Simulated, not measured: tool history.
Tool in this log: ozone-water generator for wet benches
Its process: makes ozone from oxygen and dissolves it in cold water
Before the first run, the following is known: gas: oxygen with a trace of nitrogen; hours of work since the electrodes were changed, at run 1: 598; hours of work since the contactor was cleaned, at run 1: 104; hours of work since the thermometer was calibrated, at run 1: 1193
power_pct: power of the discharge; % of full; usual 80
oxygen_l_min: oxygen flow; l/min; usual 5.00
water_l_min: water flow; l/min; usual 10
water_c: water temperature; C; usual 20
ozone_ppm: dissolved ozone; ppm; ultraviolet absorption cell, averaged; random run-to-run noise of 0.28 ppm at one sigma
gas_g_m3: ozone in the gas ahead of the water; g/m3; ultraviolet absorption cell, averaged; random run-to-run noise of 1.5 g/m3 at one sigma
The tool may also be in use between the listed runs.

run,hour,power_pct,oxygen_l_min,water_l_min,water_c,hours of work since the electrodes were changed,hours of work since the contactor was cleaned,hours of work since the thermometer was calibrated,ozone_ppm,gas_g_m3
1,0.0,80,5.00,10,20,598,104,1193,42.7,291.0
2,27.0,80,5.00,10,20,624,130,1219,43.1,292.8
3,56.6,80,5.00,10,20,653,159,1248,43.0,294.7
4,89.2,80,5.00,10,20,685,191,1280,43.3,291.9
5,118.3,80,5.00,10,20,713,220,1308,43.2,292.1
6,160.2,80,5.00,10,20,754,261,1349,43.1,294.5
7,182.5,80,5.00,10,20,776,282,1371,43.3,290.5
8,216.0,80,5.00,10,20,809,315,1404,43.2,291.1
9,253.1,42,4.72,7,17,845,351,1440,35.0,185.2
10,277.5,80,7.16,10,23,869,375,1464,36.9,235.6
11,300.9,99,2.60,14,20,892,398,1487,41.6,497.7
12,322.7,79,5.00,15,20,913,419,1508,32.2,287.6
13,346.0,79,5.00,15,20,936,442,1531,32.4,286.1
14,389.1,79,5.00,15,20,978,484,1573,32.1,290.6
15,415.8,79,5.00,15,24,1004,510,1599,30.6,289.3

Some steps in gas_g_m3, run to run, broken into two amounts with sign: the step expected even without the hidden condition (settings, incoming material, random variation), and the rest, left for the hidden condition together with whatever gauge scatter is not in both the measured and the hidden-condition-free result:
What the log doesn't record here: yield of the discharge, % of new electrodes'; contactor's efficiency, % of a clean one's; true water temperature over the reading, C; drift of the gauge itself on ozone_ppm, %; drift of the gauge itself on gas_g_m3, %.
Run 10 -> 11: power_pct 80 -> 99, oxygen_l_min 7.16 -> 2.60, water_l_min 10 -> 14, water_c 23 -> 20. gas_g_m3 +262.1 g/m3: hidden state -1.7, all else +263.8.

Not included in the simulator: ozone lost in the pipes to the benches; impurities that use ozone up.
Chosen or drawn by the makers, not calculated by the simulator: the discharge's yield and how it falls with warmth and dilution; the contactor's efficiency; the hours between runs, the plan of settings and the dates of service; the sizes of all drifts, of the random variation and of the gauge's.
